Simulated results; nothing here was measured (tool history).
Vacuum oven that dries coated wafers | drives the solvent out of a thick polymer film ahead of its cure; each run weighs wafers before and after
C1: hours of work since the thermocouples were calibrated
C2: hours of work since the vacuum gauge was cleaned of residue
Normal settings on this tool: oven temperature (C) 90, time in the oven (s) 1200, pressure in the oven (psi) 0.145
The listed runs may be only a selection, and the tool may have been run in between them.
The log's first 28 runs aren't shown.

run 29 hour=1700.8 | oven_temperature_(C)=78 time_in_the_oven_(s)=1920 pressure_in_the_oven_(psi)=0.199 | C1=381 C2=552 | solvent_left_in_the_film_(%)=3.74
run 30 hour=1780.7 | oven_temperature_(C)=102 time_in_the_oven_(s)=660 pressure_in_the_oven_(psi)=0.231 | C1=439 C2=610 | solvent_left_in_the_film_(%)=3.27
run 31 hour=1845.2 | oven_temperature_(C)=102 time_in_the_oven_(s)=660 pressure_in_the_oven_(psi)=0.231 | C1=486 C2=657 | solvent_left_in_the_film_(%)=3.26
run 32 hour=1896.0 | oven_temperature_(C)=76 time_in_the_oven_(s)=1200 pressure_in_the_oven_(psi)=0.145 | C1=523 C2=694 | solvent_left_in_the_film_(%)=6.16
run 33 hour=1980.3 | oven_temperature_(C)=76 time_in_the_oven_(s)=600 pressure_in_the_oven_(psi)=0.480 | C1=584 C2=755 | solvent_left_in_the_film_(%)=10.44
run 34 hour=2032.2 | oven_temperature_(C)=90 time_in_the_oven_(s)=1920 pressure_in_the_oven_(psi)=0.145 | C1=622 C2=793 | solvent_left_in_the_film_(%)=1.41
run 35 hour=2116.4 | oven_temperature_(C)=87 time_in_the_oven_(s)=1200 pressure_in_the_oven_(psi)=0.109 | C1=683 C2=854 | solvent_left_in_the_film_(%)=3.36
run 36 hour=2198.5 | oven_temperature_(C)=87 time_in_the_oven_(s)=1140 pressure_in_the_oven_(psi)=0.203 | C1=743 C2=914 | solvent_left_in_the_film_(%)=3.80
run 37 hour=2270.7 | oven_temperature_(C)=103 time_in_the_oven_(s)=2040 pressure_in_the_oven_(psi)=0.540 | C1=796 C2=967 | solvent_left_in_the_film_(%)=1.37
run 38 hour=2324.3 | oven_temperature_(C)=75 time_in_the_oven_(s)=1620 pressure_in_the_oven_(psi)=0.145 | C1=835 C2=1006 | solvent_left_in_the_film_(%)=4.97
run 39 hour=2365.5 | oven_temperature_(C)=75 time_in_the_oven_(s)=1620 pressure_in_the_oven_(psi)=0.145 | C1=865 C2=1036 | solvent_left_in_the_film_(%)=4.93
run 40 hour=2440.2 | oven_temperature_(C)=75 time_in_the_oven_(s)=1320 pressure_in_the_oven_(psi)=0.145 | C1=919 C2=1090 | solvent_left_in_the_film_(%)=5.90

Predict each of these 3 candidate next runs independently; none follows another, all start after run 40:
run A hour=2499.6 | oven_temperature_(C)=92 time_in_the_oven_(s)=1200 pressure_in_the_oven_(psi)=0.145 | C1=962 C2=1133 | solvent_left_in_the_film_(%)=?
run B hour=2499.6 | oven_temperature_(C)=75 time_in_the_oven_(s)=1320 pressure_in_the_oven_(psi)=0.352 | C1=962 C2=1133 | solvent_left_in_the_film_(%)=?
run C hour=2499.6 | oven_temperature_(C)=90 time_in_the_oven_(s)=1080 pressure_in_the_oven_(psi)=0.115 | C1=962 C2=1133 | solvent_left_in_the_film_(%)=?

run=A solvent_left_in_the_film_(%)=2.40
run=B solvent_left_in_the_film_(%)=6.80
run=C solvent_left_in_the_film_(%)=3.13
Without the tool's hidden state the same runs would have given:
run=A solvent_left_in_the_film_(%)=2.52
run=B solvent_left_in_the_film_(%)=6.99
run=C solvent_left_in_the_film_(%)=3.28

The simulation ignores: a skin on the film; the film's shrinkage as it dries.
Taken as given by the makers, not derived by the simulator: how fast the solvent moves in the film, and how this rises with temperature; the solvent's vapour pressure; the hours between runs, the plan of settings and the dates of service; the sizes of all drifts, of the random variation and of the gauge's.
